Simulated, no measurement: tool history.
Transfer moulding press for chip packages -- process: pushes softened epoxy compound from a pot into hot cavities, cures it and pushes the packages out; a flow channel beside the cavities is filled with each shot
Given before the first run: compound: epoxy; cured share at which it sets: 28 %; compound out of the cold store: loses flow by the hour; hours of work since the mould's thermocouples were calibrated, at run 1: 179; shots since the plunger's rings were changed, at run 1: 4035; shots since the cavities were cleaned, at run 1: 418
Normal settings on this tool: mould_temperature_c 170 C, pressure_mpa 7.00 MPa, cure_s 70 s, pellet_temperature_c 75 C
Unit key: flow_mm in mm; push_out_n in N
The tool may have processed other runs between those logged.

run	hour	mould_temperature_c	pressure_mpa	cure_s	pellet_temperature_c	hours of work since the mould's thermocouples were calibrated	shots since the plunger's rings were changed	shots since the cavities were cleaned	incoming compound's hours out of the cold store	flow_mm	push_out_n
1	0.0	170	7.00	70	75	179	4035	418	13.8	942	676
# hour 5.3: cavities cleaned with cleaning compound and waxed
2	11.8	170	7.00	70	75	183	4146	70	24.1	882	563
3	26.2	170	7.00	70	85	189	4302	226	18.3	908	592
4	37.2	170	7.00	70	85	194	4421	345	30.0	841	592
5	46.8	170	7.00	70	85	198	4525	449	26.4	870	640
# hour 49.2: cavities cleaned with cleaning compound and waxed
6	66.3	170	7.00	70	85	205	4719	185	41.5	802	571
# hour 70.0: mould's thermocouples calibrated
7	77.1	170	7.00	70	85	3	4814	280	24.6	884	646
# hour 95.3: cavities cleaned with cleaning compound and waxed
8	95.9	174	7.00	70	75	10	5001	6	10.9	928	433
9	114.4	174	7.00	70	75	18	5201	206	44.1	781	468
# hour 124.6: mould's thermocouples calibrated, once more
10	128.3	172	7.00	80	78	2	5329	334	34.5	821	457
# hour 140.8: cavities cleaned with cleaning compound and waxed
11	140.8	172	7.00	80	78	6	5449	0	33.0	824	387
12	149.8	167	7.00	80	70	10	5546	97	12.4	938	532
13	164.0	167	7.00	80	70	16	5699	250	10.1	937	590
14	172.7	167	7.00	80	70	19	5794	345	43.6	796	592
# hour 184.8: cavities cleaned with cleaning compound and waxed
15	185.9	168	7.00	70	65	24	5920	12	27.7	850	619
16	203.9	170	7.00	65	75	32	6115	207	32.9	825	693
17	219.2	170	6.69	70	75	38	6280	372	9.2	893	656
# hour 223.1: plunger's sealing rings changed
# hour 231.5: cavities cleaned with cleaning compound and waxed
18	241.0	170	6.69	61	83	45	177	103	45.8	791	664

Here are 3 independent what-if runs from the current tool condition. What would each one return?
A	254.5	165	5.38	70	66	51	323	249	27.9	?	?
B	254.5	170	7.98	103	73	51	323	249	45.3	?	?
C	254.5	171	6.69	61	83	51	323	249	36.8	?	?

run	flow_mm	push_out_n
A	795	875
B	877	426
C	829	693
Without the tool's unlogged condition, the same runs would have read:
run	flow_mm	push_out_n
A	798	732
B	880	357
C	832	580

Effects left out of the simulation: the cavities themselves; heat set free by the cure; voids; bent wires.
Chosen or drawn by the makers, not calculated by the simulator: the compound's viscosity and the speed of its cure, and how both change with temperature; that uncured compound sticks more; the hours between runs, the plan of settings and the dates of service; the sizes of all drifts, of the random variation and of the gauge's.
